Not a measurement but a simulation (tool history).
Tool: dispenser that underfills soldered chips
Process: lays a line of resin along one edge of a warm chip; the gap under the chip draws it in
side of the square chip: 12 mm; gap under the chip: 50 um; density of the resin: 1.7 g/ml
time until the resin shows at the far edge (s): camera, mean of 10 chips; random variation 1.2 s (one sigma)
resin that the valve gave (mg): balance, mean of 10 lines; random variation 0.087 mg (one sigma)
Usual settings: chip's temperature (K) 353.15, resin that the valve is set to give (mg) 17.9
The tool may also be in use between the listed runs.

run  hour  chip's temperature (K)  resin that the valve is set to give (mg)  time until the resin shows at the far edge (s)  resin that the valve gave (mg)
  1     0                  353.15                                      17.9                                           126.7                           17.89
  2     6                  353.15                                      17.9                                           163.7                           17.61
  3  10.8                  353.15                                      17.9                                           123.6                           17.79
  4  16.3                  353.15                                      17.9                                           159.1                           17.65
  5  22.1                  353.15                                      17.9                                           119.5                           17.62
  6  27.3                  353.15                                      17.9                                           155.5                           17.63
  7  33.7                  353.15                                      21.8                                             124                           21.26
  8  39.3                  353.15                                      21.8                                           155.2                           21.27
  9  45.1                  361.15                                      17.9                                            85.1                           17.42
 10  50.4                  361.15                                      17.9                                           109.9                           17.36
 11  57.4                  357.15                                      22.7                                           105.7                           21.98
 12  62.5                  339.15                                      22.7                                           321.5                           21.85
 13  67.5                  339.15                                      22.7                                           245.2                           21.91

Taken out of this log: 6 entries between the listed runs. Where each belongs, and how the hidden state differs across it:
Between runs 2 and 3: new syringe of resin (hour 8.6)
  resin's viscosity, % of fresh resin's: 148.5 -> 110.9; dose that the valve gives, % of what is set: 99.03 -> 98.8; true chip temperature over the reading, C: 0.63 -> 0.64
  measured less the result without the state, time until the resin shows at the far edge (s): +50.4 -> +8.9; resin that the valve gave (mg): -0.17 -> -0.21
Between runs 4 and 5: new syringe of resin (hour 19.8)
  resin's viscosity, % of fresh resin's: 141.9 -> 109.5; dose that the valve gives, % of what is set: 98.54 -> 98.27; true chip temperature over the reading, C: 0.65 -> 0.67
  measured less the result without the state, time until the resin shows at the far edge (s): +43.8 -> +7.1; resin that the valve gave (mg): -0.26 -> -0.31
Between runs 6 and 7: new syringe of resin (hour 31.3)
  resin's viscosity, % of fresh resin's: 138.3 -> 113.2; dose that the valve gives, % of what is set: 98.02 -> 97.75; true chip temperature over the reading, C: 0.69 -> 0.7
  measured less the result without the state, time until the resin shows at the far edge (s): +39.8 -> +10.8; resin that the valve gave (mg): -0.36 -> -0.49
Between runs 8 and 9: new syringe of resin (hour 42.4)
  resin's viscosity, % of fresh resin's: 145.1 -> 112.1; dose that the valve gives, % of what is set: 97.48 -> 97.22; true chip temperature over the reading, C: 0.72 -> 0.74
  measured less the result without the state, time until the resin shows at the far edge (s): +44.7 -> +7; resin that the valve gave (mg): -0.55 -> -0.49
Between runs 10 and 11: new syringe of resin (hour 53.9)
  resin's viscosity, % of fresh resin's: 142 -> 117.8; dose that the valve gives, % of what is set: 96.96 -> 96.64; true chip temperature over the reading, C: 0.75 -> 0.78
  measured less the result without the state, time until the resin shows at the far edge (s): +30.2 -> +12.7; resin that the valve gave (mg): -0.54 -> -0.77
Between runs 12 and 13: new syringe of resin (hour 64.8)
  resin's viscosity, % of fresh resin's: 147.8 -> 111.4; dose that the valve gives, % of what is set: 96.39 -> 96.15; true chip temperature over the reading, C: 0.79 -> 0.81
  measured less the result without the state, time until the resin shows at the far edge (s): +95.1 -> +16.2; resin that the valve gave (mg): -0.82 -> -0.88

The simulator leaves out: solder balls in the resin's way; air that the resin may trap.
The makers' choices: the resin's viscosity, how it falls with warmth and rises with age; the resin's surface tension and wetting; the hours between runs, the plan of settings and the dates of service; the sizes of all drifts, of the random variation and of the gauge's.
